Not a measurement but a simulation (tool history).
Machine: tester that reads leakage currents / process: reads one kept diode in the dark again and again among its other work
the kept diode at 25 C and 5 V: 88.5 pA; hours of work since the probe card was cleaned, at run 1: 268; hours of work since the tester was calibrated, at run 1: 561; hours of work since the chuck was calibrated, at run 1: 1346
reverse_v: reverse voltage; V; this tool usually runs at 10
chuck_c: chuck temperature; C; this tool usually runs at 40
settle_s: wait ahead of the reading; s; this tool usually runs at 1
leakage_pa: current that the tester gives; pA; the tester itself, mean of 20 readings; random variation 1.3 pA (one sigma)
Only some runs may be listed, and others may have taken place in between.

| run | hour | reverse_v | chuck_c | settle_s | hours of work since the probe card was cleaned | hours of work since the tester was calibrated | hours of work since the chuck was calibrated | leakage_pa |
|---|---|---|---|---|---|---|---|---|
| 1 | 0 | 10 | 40 | 1 | 268 | 561 | 1346 | 504.63 |
| 2 | 18.5 | 10 | 40 | 1 | 276 | 569 | 1355 | 508.77 |
| 3 | 34.3 | 10 | 41 | 1 | 283 | 576 | 1362 | 548.71 |
| 4 | 57.4 | 10 | 40 | 0.82 | 294 | 587 | 1372 | 510.98 |
| 5 | 81.8 | 10 | 40 | 1 | 305 | 598 | 1383 | 512.49 |
| 6 | 105.9 | 10 | 40 | 1 | 316 | 609 | 1394 | 511.85 |
| 7 | 130.4 | 10 | 58 | 1 | 327 | 620 | 1405 | 2022.86 |
| 8 | 151.6 | 10 | 58 | 0.32 | 336 | 630 | 1415 | 2032.92 |
| 9 | 167.2 | 10 | 58 | 0.32 | 343 | 637 | 1422 | 2027.22 |
| 10 | 191.9 | 1 | 58 | 0.32 | 355 | 648 | 1433 | 830.93 |
| 11 | 208.9 | 10 | 44 | 1 | 362 | 656 | 1441 | 705.6 |
| 12 | 229.2 | 10 | 40 | 1 | 372 | 665 | 1450 | 517.34 |
|  | 240.6 | chuck's temperature calibrated |
| 13 | 257.4 | 10 | 40 | 1 | 383 | 677 | 8 | 430.34 |
| 14 | 271.6 | 10 | 40 | 1 | 390 | 683 | 14 | 430.64 |
| 15 | 293 | 10 | 40 | 1 | 400 | 693 | 24 | 432.23 |
| 16 | 305.8 | 10 | 40 | 1 | 405 | 699 | 30 | 430.92 |
| 17 | 324.1 | 10 | 40 | 1 | 414 | 707 | 38 | 432.93 |
| 18 | 339.8 | 10 | 53 | 1 | 421 | 714 | 45 | 1197.99 |
| 19 | 363.9 | 10 | 53 | 1 | 432 | 725 | 56 | 1206.39 |
| 20 | 380.5 | 10 | 27 | 0.63 | 439 | 733 | 63 | 149.46 |
| 21 | 406.8 | 10 | 27 | 0.63 | 451 | 745 | 75 | 149.3 |

Estimate the outcome of run 22 from the log above:
| 22 | 437 | 6.1 | 23 | 1.13 | 465 | 758 | 89 | ? |

leakage_pa: 85.79 pA
Had the tool carried no hidden state, the very same run would have given leakage_pa 81.5 pA.
